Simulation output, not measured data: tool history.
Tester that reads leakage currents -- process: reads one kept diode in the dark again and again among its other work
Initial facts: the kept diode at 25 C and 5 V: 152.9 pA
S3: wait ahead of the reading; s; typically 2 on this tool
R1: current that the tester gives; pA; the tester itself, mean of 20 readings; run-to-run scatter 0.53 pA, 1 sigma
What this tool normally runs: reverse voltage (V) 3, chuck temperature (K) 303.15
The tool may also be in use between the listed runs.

run 1 hour=0 | reverse_voltage_(V)=3 chuck_temperature_(K)=303.15 S3=2 | R1=179.18
run 2 hour=114.9 | reverse_voltage_(V)=3 chuck_temperature_(K)=303.15 S3=2 | R1=179.59
run 3 hour=205.3 | reverse_voltage_(V)=3 chuck_temperature_(K)=303.15 S3=2 | R1=178.28
run 4 hour=323.9 | reverse_voltage_(V)=3 chuck_temperature_(K)=303.15 S3=2 | R1=178.36
-- hour=369.8 probe card cleaned and baked
run 5 hour=423.6 | reverse_voltage_(V)=3 chuck_temperature_(K)=303.15 S3=2 | R1=169.67
run 6 hour=495.1 | reverse_voltage_(V)=5.02 chuck_temperature_(K)=303.15 S3=2 | R1=218.68
run 7 hour=550.6 | reverse_voltage_(V)=3 chuck_temperature_(K)=303.15 S3=2 | R1=169.02
run 8 hour=613.1 | reverse_voltage_(V)=3 chuck_temperature_(K)=309.15 S3=2 | R1=266.64
run 9 hour=705 | reverse_voltage_(V)=3 chuck_temperature_(K)=303.15 S3=1.86 | R1=167.36
run 10 hour=806.7 | reverse_voltage_(V)=3 chuck_temperature_(K)=303.15 S3=1.86 | R1=168.49
run 11 hour=922 | reverse_voltage_(V)=3 chuck_temperature_(K)=330.15 S3=2 | R1=1174.16
run 12 hour=1018.2 | reverse_voltage_(V)=3 chuck_temperature_(K)=330.15 S3=2 | R1=1162.86
run 13 hour=1094.2 | reverse_voltage_(V)=3 chuck_temperature_(K)=330.15 S3=2 | R1=1162.58
run 14 hour=1164.2 | reverse_voltage_(V)=3 chuck_temperature_(K)=303.15 S3=3.68 | R1=167.3
run 15 hour=1222.5 | reverse_voltage_(V)=3 chuck_temperature_(K)=303.15 S3=3.68 | R1=166.42
run 16 hour=1277.9 | reverse_voltage_(V)=3 chuck_temperature_(K)=303.15 S3=2 | R1=166.28
run 17 hour=1359.4 | reverse_voltage_(V)=3 chuck_temperature_(K)=303.15 S3=0.96 | R1=167.09
run 18 hour=1423.7 | reverse_voltage_(V)=3 chuck_temperature_(K)=303.15 S3=0.96 | R1=167.04
run 19 hour=1506.7 | reverse_voltage_(V)=3 chuck_temperature_(K)=303.15 S3=0.96 | R1=165.2
run 20 hour=1616.3 | reverse_voltage_(V)=3 chuck_temperature_(K)=303.15 S3=0.96 | R1=166.36
run 21 hour=1710.5 | reverse_voltage_(V)=3 chuck_temperature_(K)=301.15 S3=2 | R1=141.62
run 22 hour=1788.1 | reverse_voltage_(V)=3 chuck_temperature_(K)=303.15 S3=0.87 | R1=166.02
run 23 hour=1902.6 | reverse_voltage_(V)=5.83 chuck_temperature_(K)=317.15 S3=0.87 | R1=644.1
run 24 hour=1989.7 | reverse_voltage_(V)=1.14 chuck_temperature_(K)=314.15 S3=1.65 | R1=228.43
run 25 hour=2081.7 | reverse_voltage_(V)=1.14 chuck_temperature_(K)=314.15 S3=1.65 | R1=227.72
run 26 hour=2147.5 | reverse_voltage_(V)=1.14 chuck_temperature_(K)=314.15 S3=9.8 | R1=228.22
-- hour=2195.9 chuck's temperature calibrated
run 27 hour=2208.8 | reverse_voltage_(V)=1.63 chuck_temperature_(K)=294.15 S3=0.69 | R1=66.39
run 28 hour=2322.7 | reverse_voltage_(V)=5.9 chuck_temperature_(K)=294.15 S3=0.69 | R1=132.72
run 29 hour=2395.1 | reverse_voltage_(V)=5.9 chuck_temperature_(K)=294.15 S3=0.69 | R1=132.48
run 30 hour=2465.2 | reverse_voltage_(V)=5.9 chuck_temperature_(K)=294.15 S3=0.69 | R1=133.62
-- hour=2477.4 probe card cleaned and baked
run 31 hour=2553.4 | reverse_voltage_(V)=2.03 chuck_temperature_(K)=294.15 S3=1.95 | R1=68.2
run 32 hour=2658.3 | reverse_voltage_(V)=2.03 chuck_temperature_(K)=301.15 S3=0.6 | R1=120.93
run 33 hour=2752.4 | reverse_voltage_(V)=5.91 chuck_temperature_(K)=303.15 S3=5.15 | R1=238.02
run 34 hour=2837.8 | reverse_voltage_(V)=1.95 chuck_temperature_(K)=303.15 S3=2 | R1=137.17
run 35 hour=2939 | reverse_voltage_(V)=1.89 chuck_temperature_(K)=303.15 S3=1.05 | R1=134.6
run 36 hour=3018.9 | reverse_voltage_(V)=2.23 chuck_temperature_(K)=303.15 S3=2 | R1=145.36
run 37 hour=3134.6 | reverse_voltage_(V)=2.23 chuck_temperature_(K)=303.15 S3=2 | R1=145.16

Predict each of these 5 candidate next runs independently; none follows another, all start after run 37:
run A hour=3245.8 | reverse_voltage_(V)=2.23 chuck_temperature_(K)=325.15 S3=2 | R1=?
run B hour=3245.8 | reverse_voltage_(V)=12.55 chuck_temperature_(K)=303.15 S3=4.22 | R1=?
run C hour=3245.8 | reverse_voltage_(V)=18.03 chuck_temperature_(K)=303.15 S3=0.86 | R1=?
run D hour=3245.8 | reverse_voltage_(V)=1.52 chuck_temperature_(K)=313.15 S3=7.81 | R1=?
run E hour=3245.8 | reverse_voltage_(V)=2.23 chuck_temperature_(K)=303.15 S3=7.2 | R1=?

run=A R1=719.52
run=B R1=346.95
run=C R1=421.28
run=D R1=254.63
run=E R1=145.3
The same runs, with their run-to-run variation unchanged, on a tool lacking any hidden condition would have given:
run=A R1=764.81
run=B R1=358.1
run=C R1=431.52
run=D R1=270.67
run=E R1=153.36
